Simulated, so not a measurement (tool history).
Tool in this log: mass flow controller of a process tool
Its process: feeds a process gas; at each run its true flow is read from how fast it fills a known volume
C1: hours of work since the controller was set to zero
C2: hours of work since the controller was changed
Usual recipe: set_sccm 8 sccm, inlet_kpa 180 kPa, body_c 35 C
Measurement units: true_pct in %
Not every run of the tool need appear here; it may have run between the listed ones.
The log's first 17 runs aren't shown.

run 18 hour=2695.9 | set_sccm=3 inlet_kpa=180 body_c=30 | C1=2021 C2=2021 | true_pct=101.90
run 19 hour=2796.9 | set_sccm=9 inlet_kpa=243 body_c=30 | C1=2071 C2=2071 | true_pct=99.68
run 20 hour=2936.3 | set_sccm=8 inlet_kpa=180 body_c=22 | C1=2139 C2=2139 | true_pct=100.86
run 21 hour=3119.4 | set_sccm=5 inlet_kpa=180 body_c=35 | C1=2228 C2=2228 | true_pct=100.39
run 22 hour=3216.9 | set_sccm=11 inlet_kpa=264 body_c=34 | C1=2276 C2=2276 | true_pct=99.11
run 23 hour=3381.6 | set_sccm=3 inlet_kpa=179 body_c=22 | C1=2356 C2=2356 | true_pct=102.97
run 24 hour=3540.6 | set_sccm=7 inlet_kpa=179 body_c=21 | C1=2434 C2=2434 | true_pct=101.07
run 25 hour=3673.4 | set_sccm=7 inlet_kpa=179 body_c=21 | C1=2499 C2=2499 | true_pct=101.07
run 26 hour=3837.9 | set_sccm=3 inlet_kpa=157 body_c=29 | C1=2579 C2=2579 | true_pct=102.95
run 27 hour=4002.6 | set_sccm=3 inlet_kpa=157 body_c=29 | C1=2660 C2=2660 | true_pct=102.82
run 28 hour=4223.8 | set_sccm=5 inlet_kpa=157 body_c=29 | C1=2768 C2=2768 | true_pct=101.38
run 29 hour=4339.5 | set_sccm=10 inlet_kpa=252 body_c=35 | C1=2824 C2=2824 | true_pct=99.37
run 30 hour=4437.3 | set_sccm=16 inlet_kpa=156 body_c=37 | C1=2872 C2=2872 | true_pct=99.41
run 31 hour=4551.7 | set_sccm=16 inlet_kpa=156 body_c=37 | C1=2928 C2=2928 | true_pct=99.51
run 32 hour=4678.1 | set_sccm=8 inlet_kpa=180 body_c=35 | C1=2990 C2=2990 | true_pct=100.14
run 33 hour=4907.5 | set_sccm=8 inlet_kpa=180 body_c=35 | C1=3102 C2=3102 | true_pct=100.25

Below are 3 alternative next runs, each starting from the tool's condition after run 33. Predict each:
run A hour=5019.5 | set_sccm=2 inlet_kpa=180 body_c=35 | C1=3156 C2=3156 | true_pct=?
run B hour=5019.5 | set_sccm=16 inlet_kpa=247 body_c=28 | C1=3156 C2=3156 | true_pct=?
run C hour=5019.5 | set_sccm=11 inlet_kpa=193 body_c=25 | C1=3156 C2=3156 | true_pct=?

run=A true_pct=105.51
run=B true_pct=99.73
run=C true_pct=100.37
Without the tool's hidden state the same runs would have given:
run=A true_pct=98.79
run=B true_pct=99.46
run=C true_pct=99.68

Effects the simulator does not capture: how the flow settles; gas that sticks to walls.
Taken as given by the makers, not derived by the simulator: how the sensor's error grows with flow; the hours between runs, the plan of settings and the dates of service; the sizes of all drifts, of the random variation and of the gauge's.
